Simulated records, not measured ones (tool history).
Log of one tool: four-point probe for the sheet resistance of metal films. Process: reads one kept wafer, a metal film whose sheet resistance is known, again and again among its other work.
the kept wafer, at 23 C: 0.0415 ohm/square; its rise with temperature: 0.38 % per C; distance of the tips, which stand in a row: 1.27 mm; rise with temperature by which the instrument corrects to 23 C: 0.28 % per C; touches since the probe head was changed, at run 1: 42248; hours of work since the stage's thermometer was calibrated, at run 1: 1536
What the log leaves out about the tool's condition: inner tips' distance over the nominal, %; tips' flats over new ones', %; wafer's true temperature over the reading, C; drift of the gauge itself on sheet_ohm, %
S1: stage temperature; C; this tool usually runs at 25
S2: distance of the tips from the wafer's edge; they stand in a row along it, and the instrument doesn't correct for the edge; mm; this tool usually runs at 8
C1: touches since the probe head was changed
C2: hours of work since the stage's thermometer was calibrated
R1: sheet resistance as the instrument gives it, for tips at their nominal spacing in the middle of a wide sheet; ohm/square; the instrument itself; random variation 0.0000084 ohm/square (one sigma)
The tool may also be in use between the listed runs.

run	hour	S1	S2	C1	C2	R1
1	0.0	25	8	42248	1536	0.041990
2	75.2	25	8	44655	1587	0.041964
3	132.8	25	38	46503	1626	0.041450
4	179.7	25	38	48004	1658	0.041424
5	245.5	25	38	50113	1703	0.041442
6	328.3	25	8	52764	1759	0.041960
7	427.1	25	8	55930	1826	0.041954
8	474.4	25	8	57445	1858	0.041944
# hour 482.1: stage's thermometer calibrated
9	574.0	22	8	60618	62	0.041890
10	650.5	25	8	63068	114	0.042001
11	696.3	25	8	64538	145	0.041996
12	760.4	25	42	66590	189	0.041441
13	847.5	25	8	69381	248	0.041977
# hour 875.3: stage's thermometer calibrated, once more
14	936.4	25	8	72211	41	0.041848
15	1029.1	25	8	75181	104	0.041828
16	1076.0	25	8	76683	136	0.041834

For run 17, what comes out?
17	1120.5	25	8	78108	167	?

Run 17 produced R1 0.041832 ohm/square.
Had the tool carried no hidden state, the very same run would have given R1 0.042142 ohm/square.
